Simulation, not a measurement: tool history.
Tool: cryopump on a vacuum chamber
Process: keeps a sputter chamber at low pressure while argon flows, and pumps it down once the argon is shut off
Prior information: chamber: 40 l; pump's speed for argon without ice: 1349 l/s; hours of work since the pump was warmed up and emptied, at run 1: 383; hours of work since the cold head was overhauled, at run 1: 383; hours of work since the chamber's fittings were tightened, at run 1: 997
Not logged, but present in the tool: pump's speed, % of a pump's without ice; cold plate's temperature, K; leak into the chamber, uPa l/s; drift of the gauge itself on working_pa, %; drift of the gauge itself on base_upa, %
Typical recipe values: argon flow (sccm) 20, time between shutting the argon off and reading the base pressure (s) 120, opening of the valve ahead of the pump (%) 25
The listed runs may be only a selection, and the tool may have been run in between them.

| run | day | argon flow (sccm) | time between shutting the argon off and reading the base pressure (s) | opening of the valve ahead of the pump (%) | hours of work since the pump was warmed up and emptied | hours of work since the cold head was overhauled | hours of work since the chamber's fittings were tightened | pressure while argon flows (Pa) | pressure after the wait (uPa) |
|---|---|---|---|---|---|---|---|---|---|
| 1 | 0 | 20 | 120 | 25 | 383 | 383 | 997 | 0.1048 | 1.23 |
| 2 | 2.017 | 20 | 120 | 25 | 416 | 416 | 1030 | 0.1055 | 1.27 |
| 3 | 4.129 | 20 | 120 | 25 | 450 | 450 | 1064 | 0.1058 | 1.3 |
| 4 | 7.638 | 20 | 120 | 25 | 507 | 507 | 1121 | 0.1071 | 1.32 |
| 5 | 9.496 | 20 | 120 | 32 | 537 | 537 | 1151 | 0.0857 | 1.42 |
| 6 | 12.942 | 13 | 120 | 32 | 593 | 593 | 1207 | 0.0567 | 1.47 |
| 7 | 14.667 | 13 | 120 | 25 | 621 | 621 | 1235 | 0.0707 | 1.44 |
| 8 | 17.538 | 20 | 29 | 25 | 668 | 668 | 1282 | 0.1086 | 3.13 |
| 9 | 19.85 | 20 | 53 | 25 | 705 | 705 | 1320 | 0.1086 | 2.21 |
| 10 | 22.017 | 20 | 120 | 25 | 741 | 741 | 1355 | 0.1115 | 1.57 |
| 11 | 24.188 | 20 | 120 | 25 | 776 | 776 | 1390 | 0.1125 | 1.62 |
|  | 24.975 | pump warmed up, emptied and cooled again |
| 12 | 27.183 | 20 | 120 | 25 | 36 | 821 | 1435 | 0.1009 | 1.3 |
| 13 | 29.004 | 20 | 120 | 25 | 65 | 851 | 1465 | 0.1016 | 1.3 |
| 14 | 31.138 | 20 | 120 | 25 | 100 | 885 | 1499 | 0.1007 | 1.32 |
| 15 | 33.008 | 20 | 120 | 25 | 130 | 916 | 1530 | 0.1014 | 1.36 |
| 16 | 35.425 | 20 | 120 | 25 | 170 | 955 | 1569 | 0.1031 | 1.42 |
| 17 | 38.729 | 9 | 120 | 40 | 223 | 1009 | 1623 | 0.0294 | 1.49 |
| 18 | 40.829 | 9 | 106 | 26 | 257 | 1043 | 1657 | 0.0458 | 1.51 |
| 19 | 42.825 | 15 | 106 | 26 | 290 | 1075 | 1689 | 0.0748 | 1.58 |
| 20 | 44.317 | 20 | 120 | 24 | 314 | 1099 | 1713 | 0.107 | 1.52 |
| 21 | 47.646 | 20 | 120 | 24 | 368 | 1153 | 1767 | 0.108 | 1.56 |
| 22 | 49.112 | 10 | 145 | 16 | 392 | 1177 | 1791 | 0.081 | 1.54 |
| 23 | 50.596 | 10 | 145 | 16 | 416 | 1201 | 1815 | 0.0813 | 1.57 |
| 24 | 53.742 | 10 | 145 | 16 | 467 | 1252 | 1866 | 0.0809 | 1.59 |
| 25 | 56.829 | 29 | 24 | 22 | 517 | 1303 | 1917 | 0.1752 | 3.79 |
| 26 | 59.142 | 20 | 298 | 55 | 555 | 1340 | 1954 | 0.0545 | 1.49 |
| 27 | 61.821 | 20 | 298 | 55 | 598 | 1384 | 1998 | 0.0539 | 1.47 |
| 28 | 63.933 | 20 | 298 | 55 | 633 | 1418 | 2032 | 0.0542 | 1.5 |
| 29 | 66.55 | 20 | 298 | 55 | 675 | 1460 | 2074 | 0.0559 | 1.61 |
| 30 | 68.467 | 13 | 167 | 26 | 706 | 1492 | 2106 | 0.0701 | 1.76 |
| 31 | 70.871 | 31 | 77 | 26 | 745 | 1531 | 2145 | 0.1673 | 2.29 |

Forecast each of these 5 alternatives for the next run:
| A | 72.729 | 31 | 71 | 16 | 775 | 1561 | 2175 | ? | ? |
| B | 72.729 | 36 | 91 | 21 | 775 | 1561 | 2175 | ? | ? |
| C | 72.729 | 11 | 71 | 25 | 775 | 1561 | 2175 | ? | ? |
| D | 72.729 | 12 | 162 | 22 | 775 | 1561 | 2175 | ? | ? |
| E | 72.729 | 18 | 46 | 26 | 775 | 1561 | 2175 | ? | ? |

| run | pressure while argon flows (Pa) | pressure after the wait (uPa) |
|---|---|---|
| A | 0.2618 | 2.42 |
| B | 0.2368 | 2.16 |
| C | 0.0616 | 2.42 |
| D | 0.0761 | 1.9 |
| E | 0.0964 | 2.88 |
Without the tool's hidden state the same runs would have given:
| run | pressure while argon flows (Pa) | pressure after the wait (uPa) |
|---|---|---|
| A | 0.243 | 1.13 |
| B | 0.215 | 0.9 |
| C | 0.0551 | 1.14 |
| D | 0.0688 | 0.62 |
| E | 0.0855 | 1.61 |

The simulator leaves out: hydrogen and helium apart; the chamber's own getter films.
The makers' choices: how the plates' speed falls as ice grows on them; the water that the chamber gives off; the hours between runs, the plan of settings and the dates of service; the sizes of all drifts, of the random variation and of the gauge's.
